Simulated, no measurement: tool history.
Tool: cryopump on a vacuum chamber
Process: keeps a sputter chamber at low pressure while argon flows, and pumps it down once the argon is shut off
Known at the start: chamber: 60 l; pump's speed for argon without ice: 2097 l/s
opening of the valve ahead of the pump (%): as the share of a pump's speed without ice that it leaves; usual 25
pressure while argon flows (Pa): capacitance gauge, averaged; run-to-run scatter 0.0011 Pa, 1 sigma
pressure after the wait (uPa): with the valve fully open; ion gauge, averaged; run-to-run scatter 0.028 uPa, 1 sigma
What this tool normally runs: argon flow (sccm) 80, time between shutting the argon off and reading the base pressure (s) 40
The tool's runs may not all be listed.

run,day,argon flow (sccm),time between shutting the argon off and reading the base pressure (s),opening of the valve ahead of the pump (%),pressure while argon flows (Pa),pressure after the wait (uPa)
1,0,80,40,25,0.2628,1.49
2,0.596,80,40,23,0.2865,1.46
3,0.983,80,77,25,0.2632,0.94
4,1.508,94,40,25,0.3084,1.5
5,1.867,137,40,25,0.4503,1.49
6,2.279,80,40,25,0.2628,1.4
7,2.671,80,40,25,0.2623,1.45
8,3.2,80,40,25,0.264,1.44
9,3.729,80,40,25,0.2621,1.49
10,4.179,80,40,25,0.2627,1.51
11,4.858,80,40,27,0.2436,1.46
12,5.483,80,48,27,0.2456,1.35
13,5.962,80,48,27,0.245,1.25
14,6.333,80,48,27,0.245,1.34
15,6.629,80,48,27,0.2426,1.35
16,7.154,80,40,39,0.1721,1.49
17,7.696,80,40,25,0.2642,1.51
18,8.383,80,40,20,0.3286,1.49
19,9.029,80,120,31,0.2136,0.77
20,9.462,80,120,31,0.2156,0.79
21,10.112,61,103,31,0.1635,0.79
22,10.454,87,177,48,0.1534,0.64
23,11.004,87,177,48,0.1549,0.66
24,11.392,80,75,25,0.2667,1.01
25,11.792,80,134,25,0.2684,0.7
26,12.179,45,134,39,0.097,0.76
27,12.479,142,184,46,0.261,0.67
28,12.783,142,184,46,0.264,0.69
29,13.429,47,40,30,0.1308,1.54
30,13.992,80,40,23,0.2887,1.58
31,14.467,80,40,51,0.1344,1.62
32,14.896,150,40,25,0.4968,1.59
33,15.325,150,40,26,0.4818,1.59
34,15.792,87,23,42,0.1752,2.45
35,16.117,87,23,42,0.1754,2.39

What if the next run were any one of these 4? Each begins from the tool's condition after run 35:
A,16.458,114,65,25,?,?
B,16.458,80,30,25,?,?
C,16.458,80,189,25,?,?
D,16.458,127,28,25,?,?

run,pressure while argon flows (Pa),pressure after the wait (uPa)
A,0.3758,1.19
B,0.2652,1.98
C,0.2665,0.66
D,0.4239,2.12
Take away the tool's hidden state, keep each run's random variation, and the runs would have read:
run,pressure while argon flows (Pa),pressure after the wait (uPa)
A,0.3636,0.9
B,0.2565,1.7
C,0.2578,0.39
D,0.4101,1.83

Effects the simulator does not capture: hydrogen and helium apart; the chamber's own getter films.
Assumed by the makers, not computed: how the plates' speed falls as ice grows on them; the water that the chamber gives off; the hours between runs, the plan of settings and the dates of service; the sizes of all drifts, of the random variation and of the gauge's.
